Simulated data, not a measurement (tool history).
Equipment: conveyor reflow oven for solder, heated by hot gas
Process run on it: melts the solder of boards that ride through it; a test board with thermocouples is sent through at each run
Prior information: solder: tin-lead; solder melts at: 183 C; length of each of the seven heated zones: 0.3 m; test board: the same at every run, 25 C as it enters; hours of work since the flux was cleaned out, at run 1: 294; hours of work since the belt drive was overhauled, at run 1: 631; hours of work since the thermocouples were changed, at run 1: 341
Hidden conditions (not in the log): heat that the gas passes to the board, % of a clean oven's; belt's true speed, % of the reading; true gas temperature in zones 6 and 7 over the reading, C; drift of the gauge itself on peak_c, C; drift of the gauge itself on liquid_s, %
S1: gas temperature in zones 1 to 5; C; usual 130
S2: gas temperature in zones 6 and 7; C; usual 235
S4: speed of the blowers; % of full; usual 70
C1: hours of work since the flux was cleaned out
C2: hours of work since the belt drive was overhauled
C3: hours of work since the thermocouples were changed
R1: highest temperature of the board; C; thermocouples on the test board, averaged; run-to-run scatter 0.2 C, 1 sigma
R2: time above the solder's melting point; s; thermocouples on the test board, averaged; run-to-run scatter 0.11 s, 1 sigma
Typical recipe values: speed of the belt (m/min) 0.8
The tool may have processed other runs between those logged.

run 1 hour=0 | S1=130 S2=235 speed_of_the_belt_(m/min)=0.8 S4=70 | C1=294 C2=631 C3=341 | R1=211.5 R2=28.8
run 2 hour=43.9 | S1=130 S2=235 speed_of_the_belt_(m/min)=0.8 S4=63 | C1=323 C2=661 C3=371 | R1=209.2 R2=27.2
-- hour=78.1 flux residue cleaned out of gas plates and filters
run 3 hour=78.1 | S1=130 S2=235 speed_of_the_belt_(m/min)=0.8 S4=55 | C1=0 C2=681 C3=391 | R1=208.3 R2=26.7
run 4 hour=109.3 | S1=130 S2=235 speed_of_the_belt_(m/min)=0.8 S4=54 | C1=21 C2=702 C3=412 | R1=208.4 R2=26.4
run 5 hour=144.3 | S1=130 S2=235 speed_of_the_belt_(m/min)=0.8 S4=57 | C1=44 C2=725 C3=435 | R1=209.3 R2=27.1
run 6 hour=184.2 | S1=130 S2=226 speed_of_the_belt_(m/min)=0.8 S4=70 | C1=71 C2=752 C3=462 | R1=205.3 R2=25.3
-- hour=191.6 belt drive overhauled, speed set with a stopwatch
run 7 hour=233.3 | S1=130 S2=234 speed_of_the_belt_(m/min)=0.8 S4=70 | C1=102 C2=28 C3=492 | R1=211.7 R2=29.6
-- hour=269.2 belt drive overhauled, speed set with a stopwatch, once more
run 8 hour=281.5 | S1=130 S2=234 speed_of_the_belt_(m/min)=0.8 S4=70 | C1=131 C2=8 C3=522 | R1=211 R2=28.8
run 9 hour=308 | S1=130 S2=234 speed_of_the_belt_(m/min)=0.8 S4=72 | C1=149 C2=26 C3=540 | R1=211.8 R2=28.9
run 10 hour=339.4 | S1=130 S2=234 speed_of_the_belt_(m/min)=0.8 S4=72 | C1=170 C2=47 C3=561 | R1=211.8 R2=28.7
run 11 hour=377.3 | S1=130 S2=235 speed_of_the_belt_(m/min)=0.8 S4=70 | C1=196 C2=73 C3=586 | R1=211.4 R2=28.8
run 12 hour=412.9 | S1=130 S2=235 speed_of_the_belt_(m/min)=0.8 S4=70 | C1=220 C2=97 C3=610 | R1=211.5 R2=28.7
run 13 hour=441.8 | S1=130 S2=230 speed_of_the_belt_(m/min)=0.8 S4=84 | C1=239 C2=116 C3=630 | R1=210.5 R2=28.6
run 14 hour=470.2 | S1=130 S2=230 speed_of_the_belt_(m/min)=0.858 S4=84 | C1=258 C2=135 C3=649 | R1=208 R2=24.9
run 15 hour=516.9 | S1=130 S2=224 speed_of_the_belt_(m/min)=0.858 S4=57 | C1=290 C2=167 C3=680 | R1=194.9 R2=14.6
run 16 hour=549.1 | S1=130 S2=224 speed_of_the_belt_(m/min)=0.858 S4=57 | C1=311 C2=188 C3=702 | R1=194.8 R2=14.6
-- hour=599.8 flux residue cleaned out of gas plates and filters
run 17 hour=599.8 | S1=130 S2=249 speed_of_the_belt_(m/min)=0.8 S4=70 | C1=0 C2=219 C3=733 | R1=224.2 R2=35
run 18 hour=626.1 | S1=123 S2=244 speed_of_the_belt_(m/min)=0.72 S4=68 | C1=18 C2=237 C3=750 | R1=222 R2=37.2
run 19 hour=647.2 | S1=130 S2=235 speed_of_the_belt_(m/min)=0.8 S4=70 | C1=32 C2=251 C3=764 | R1=212.1 R2=29.3
run 20 hour=670 | S1=130 S2=245 speed_of_the_belt_(m/min)=0.8 S4=83 | C1=47 C2=266 C3=780 | R1=223.9 R2=35.1
run 21 hour=703.8 | S1=127 S2=247 speed_of_the_belt_(m/min)=0.8 S4=70 | C1=70 C2=289 C3=803 | R1=221.9 R2=33.2

3 options for the next run, each taken on its own from the tool as it stands now. Forecast them:
run A hour=739 | S1=123 S2=235 speed_of_the_belt_(m/min)=0.8 S4=70 | C1=94 C2=313 C3=826 | R1=? R2=?
run B hour=739 | S1=119 S2=236 speed_of_the_belt_(m/min)=0.8 S4=71 | C1=94 C2=313 C3=826 | R1=? R2=?
run C hour=739 | S1=128 S2=231 speed_of_the_belt_(m/min)=0.704 S4=70 | C1=94 C2=313 C3=826 | R1=? R2=?

run=A R1=210.4 R2=26.8
run=B R1=210.4 R2=26.4
run=C R1=212.4 R2=33.8
What these runs would have given with no unlogged condition in the tool:
run=A R1=213.1 R2=28.3
run=B R1=213.1 R2=27.9
run=C R1=215.1 R2=35.2

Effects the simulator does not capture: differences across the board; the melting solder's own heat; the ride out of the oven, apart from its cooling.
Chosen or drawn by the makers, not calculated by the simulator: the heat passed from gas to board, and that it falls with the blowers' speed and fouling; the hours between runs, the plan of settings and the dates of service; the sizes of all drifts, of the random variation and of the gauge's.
